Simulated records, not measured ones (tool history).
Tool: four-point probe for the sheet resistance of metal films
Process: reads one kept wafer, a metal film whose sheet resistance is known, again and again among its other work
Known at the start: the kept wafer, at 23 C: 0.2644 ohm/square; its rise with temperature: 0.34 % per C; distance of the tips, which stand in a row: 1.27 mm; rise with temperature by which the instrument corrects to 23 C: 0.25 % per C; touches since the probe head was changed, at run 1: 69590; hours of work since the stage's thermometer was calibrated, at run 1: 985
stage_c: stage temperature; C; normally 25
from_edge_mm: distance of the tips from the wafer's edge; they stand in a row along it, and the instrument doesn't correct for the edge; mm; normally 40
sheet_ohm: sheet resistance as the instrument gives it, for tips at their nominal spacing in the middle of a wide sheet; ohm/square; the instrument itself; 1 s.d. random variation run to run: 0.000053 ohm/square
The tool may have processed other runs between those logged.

run,hour,stage_c,from_edge_mm,touches since the probe head was changed,hours of work since the stage's thermometer was calibrated,sheet_ohm
1,0.0,25,40,69590,985,0.262251
2,54.2,25,10,71812,1017,0.264292
3,110.9,25,10,74140,1050,0.264142
4,184.3,25,10,77149,1093,0.264087
5,219.3,25,10,78582,1113,0.263961
6,293.2,25,10,81615,1156,0.263916
7,332.2,25,10,83214,1178,0.263708
8,384.2,25,9,85349,1209,0.264171
9,457.1,25,6,88336,1251,0.267420
# hour 465.0: new probe head fitted
# hour 490.9: stage's thermometer calibrated
10,518.5,25,6,2175,16,0.270401
11,566.9,25,40,4159,44,0.264273
12,606.8,25,40,5798,67,0.264130
13,649.1,25,40,7529,92,0.264068
14,711.6,29,6,10095,128,0.271003
15,744.1,29,6,11425,147,0.271018
16,807.9,21,10,14043,184,0.264923
17,865.3,29,38,16399,217,0.264673
18,932.6,21,3,19158,256,0.285428
19,990.7,30,23,21540,290,0.264946
20,1061.8,30,23,24457,332,0.264780
21,1108.1,33,27,26357,358,0.265271

Below are 5 alternative next runs, each starting from the tool's condition after run 21. Predict each:
A,1145.1,28,43,27871,380,?
B,1145.1,29,35,27871,380,?
C,1145.1,21,70,27871,380,?
D,1145.1,31,7,27871,380,?
E,1145.1,19,39,27871,380,?

run,sheet_ohm
A,0.263903
B,0.264143
C,0.262046
D,0.269101
E,0.261659
Had the tool no hidden state, the same runs would have come out as:
run,sheet_ohm
A,0.265781
B,0.266022
C,0.263915
D,0.271012
E,0.263527
